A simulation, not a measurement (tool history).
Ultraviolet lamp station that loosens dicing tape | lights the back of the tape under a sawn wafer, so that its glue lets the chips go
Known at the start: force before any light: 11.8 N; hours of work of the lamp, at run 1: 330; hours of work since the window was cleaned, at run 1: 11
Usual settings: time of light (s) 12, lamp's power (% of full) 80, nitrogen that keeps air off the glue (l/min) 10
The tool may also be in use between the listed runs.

run   hour  time of light (s)  lamp's power (% of full)  nitrogen that keeps air off the glue (l/min)  hours of work of the lamp  hours of work since the window was cleaned  force that peels the tape off (N)  light that reached the tape (mJ/cm²)
  1      0                 12                        80                                            10                        330                                          11                              0.785                                   214
  2   17.6                 12                        80                                            10                        338                                          20                              0.794                                   212
  3   27.7                 12                        80                                             4                        343                                          25                              1.785                                   208
  4   36.8                 12                        80                                             4                        347                                          29                              1.822                                   209
  5   52.3                 12                        80                                             4                        355                                          36                              1.797                                   207
  6   68.3                 12                        80                                            10                        363                                          44                              0.794                                   212
  7   80.4                 12                        80                                            10                        368                                          50                              0.775                                   205
  8   94.1                 12                        80                                            10                        375                                          56                              0.795                                   207
  9  111.4                 12                        80                                            10                        383                                          65                              0.789                                   212
 10  123.6                 12                        65                                            14                        389                                          71                              0.964                                   171
 11  131.6                 14                        88                                             6                        393                                          75                              0.713                                   273
 12  145.6                 14                        78                                             8                        400                                          81                              0.702                                   244
 13  162.3                 22                        81                                             5                        408                                          89                              0.341                                   394
 14  171.3                 22                        81                                             5                        412                                          94                              0.358                                   388

Forecast each of these 5 alternatives for the next run:
  A  181.1                 16                        89                                             5                        417                                          98                                  ?                                     ?
  B  181.1                 23                        80                                            14                        417                                          98                                  ?                                     ?
  C  181.1                  6                        81                                             5                        417                                          98                                  ?                                     ?
  D  181.1                 22                        66                                            14                        417                                          98                                  ?                                     ?
  E  181.1                 12                        81                                             4                        417                                          98                                  ?                                     ?

run  force that peels the tape off (N)  light that reached the tape (mJ/cm²)
  A                              0.607                                   310
  B                              0.149                                   404
  C                              4.043                                   102
  D                              0.217                                   318
  E                              1.721                                   213
Without the tool's hidden state the same runs would have given:
run  force that peels the tape off (N)  light that reached the tape (mJ/cm²)
  A                              0.606                                   310
  B                              0.149                                   405
  C                              4.039                                   102
  D                              0.217                                   319
  E                              1.719                                   213

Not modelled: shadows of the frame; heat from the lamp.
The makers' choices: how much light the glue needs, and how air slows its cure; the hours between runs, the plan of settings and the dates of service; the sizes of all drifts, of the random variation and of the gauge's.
